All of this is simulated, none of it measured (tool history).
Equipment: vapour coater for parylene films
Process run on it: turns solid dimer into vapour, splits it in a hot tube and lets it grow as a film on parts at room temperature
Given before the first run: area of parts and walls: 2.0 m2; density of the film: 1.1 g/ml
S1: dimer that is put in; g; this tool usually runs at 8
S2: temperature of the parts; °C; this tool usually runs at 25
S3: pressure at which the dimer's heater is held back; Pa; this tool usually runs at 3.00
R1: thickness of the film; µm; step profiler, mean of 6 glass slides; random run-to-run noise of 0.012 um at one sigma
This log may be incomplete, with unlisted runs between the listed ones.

| run | hour | S1 | S2 | S3 | R1 |
|---|---|---|---|---|---|
| 1 | 0.0 | 8 | 25 | 3.00 | 2.14 |
| 2 | 25.5 | 8 | 25 | 3.00 | 2.13 |
| 3 | 43.8 | 8 | 25 | 3.00 | 2.13 |
| 4 | 65.8 | 8 | 25 | 3.00 | 2.11 |
| 5 | 99.9 | 8 | 25 | 3.00 | 2.12 |
| 6 | 119.5 | 8 | 25 | 4.13 | 2.00 |
| 7 | 145.2 | 11 | 25 | 4.13 | 2.72 |
| 8 | 174.0 | 11 | 25 | 4.13 | 2.74 |
| 9 | 201.7 | 11 | 25 | 4.13 | 2.72 |
| 10 | 225.8 | 11 | 25 | 4.13 | 2.74 |
| 11 | 243.2 | 8 | 25 | 5.55 | 1.86 |
| 12 | 274.9 | 8 | 25 | 5.55 | 1.87 |
| 13 | 294.5 | 8 | 25 | 5.55 | 1.85 |
| 14 | 311.8 | 8 | 25 | 5.55 | 1.86 |
| 15 | 326.8 | 8 | 25 | 5.55 | 1.87 |
| 16 | 360.1 | 7 | 25 | 3.00 | 1.85 |
| 17 | 383.4 | 7 | 25 | 3.00 | 1.87 |
| 18 | 414.2 | 7 | 25 | 3.00 | 1.88 |
| 19 | 431.6 | 7 | 25 | 3.00 | 1.87 |
| 20 | 462.8 | 7 | 25 | 3.00 | 1.87 |
| 21 | 481.7 | 7 | 25 | 3.00 | 1.87 |
| 22 | 512.0 | 6 | 25 | 3.00 | 1.61 |
| 23 | 533.5 | 6 | 25 | 3.00 | 1.59 |
| 24 | 560.0 | 6 | 25 | 3.00 | 1.58 |
| 25 | 594.3 | 6 | 25 | 5.15 | 1.40 |
| 26 | 614.0 | 11 | 22 | 5.15 | 2.83 |
| 27 | 633.2 | 11 | 22 | 5.15 | 2.84 |
| 28 | 652.7 | 11 | 22 | 5.15 | 2.83 |
| 29 | 682.3 | 4 | 17 | 10.47 | 1.01 |
| 30 | 700.4 | 4 | 29 | 3.00 | 0.97 |
| 31 | 717.7 | 4 | 29 | 3.00 | 0.95 |
| 32 | 735.1 | 11 | 29 | 2.66 | 2.69 |
| 33 | 753.4 | 11 | 23 | 8.46 | 2.45 |
| 34 | 780.1 | 5 | 27 | 2.47 | 1.31 |
| 35 | 815.7 | 8 | 25 | 5.17 | 1.89 |
| 36 | 843.9 | 8 | 31 | 5.17 | 1.61 |
| 37 | 879.3 | 8 | 31 | 5.17 | 1.58 |
| 38 | 907.2 | 8 | 27 | 2.15 | 2.17 |
| 39 | 922.0 | 8 | 27 | 2.15 | 2.17 |
| 40 | 941.6 | 3 | 23 | 2.15 | 0.90 |
| 41 | 958.9 | 5 | 37 | 2.87 | 0.97 |
| 42 | 978.7 | 13 | 34 | 5.89 | 2.28 |
| 43 | 1017.1 | 13 | 34 | 5.89 | 2.30 |
| 44 | 1045.3 | 13 | 34 | 5.89 | 2.29 |
| 45 | 1060.8 | 8 | 19 | 3.74 | 2.42 |

Not shown: 3 entries that the log had between the listed runs. Between which runs, and how does the tool's hidden state differ before and after?
From run 21 to run 22: trap's valve overhauled (hour 492.5)
  vapour lost through the trap's worn valve, %: 0.2 -> 0
From run 39 to run 40: table's thermometer calibrated (hour 935.9)
  true temperature of the parts over the reading, C: 0.01 -> 0
From run 42 to run 43: trap's valve overhauled (hour 986.7)
  vapour lost through the trap's worn valve, %: 0.2 -> 0
